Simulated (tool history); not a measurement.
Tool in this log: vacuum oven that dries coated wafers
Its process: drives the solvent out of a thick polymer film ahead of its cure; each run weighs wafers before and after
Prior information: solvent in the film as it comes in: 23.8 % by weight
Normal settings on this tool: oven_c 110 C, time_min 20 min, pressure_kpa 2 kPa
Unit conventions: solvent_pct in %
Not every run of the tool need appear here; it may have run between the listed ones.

run,hour,oven_c,time_min,pressure_kpa,solvent_pct
1,0,110,20,2,7.15
2,19.6,110,20,2,7.18
3,31.4,110,20,2,7.33
4,41,114,20,2,5.65
5,59.5,110,20,2,7.29
6,70,110,20,2,7.23
7,86.4,123,18,2.47,3.45
8,106.4,123,18,2.47,3.41
9,118.5,123,18,2.47,3.39
10,132.2,110,11,2,10.99
11,153,119,13,2.03,6.3
12,173,120,20,1.35,3.25

Consider 3 possible next runs. They are alternatives, not a sequence: every one starts from the tool as it was left by run 12. What does each give?
A,194.3,110,30,1.25,?
B,194.3,98,32,1.35,?
C,194.3,121,12,3.78,?

run,solvent_pct
A,4.3
B,9
C,6.92
With the hidden condition removed and each run's random variation left untouched, the same runs would have given:
run,solvent_pct
A,3.85
B,8.42
C,6.44
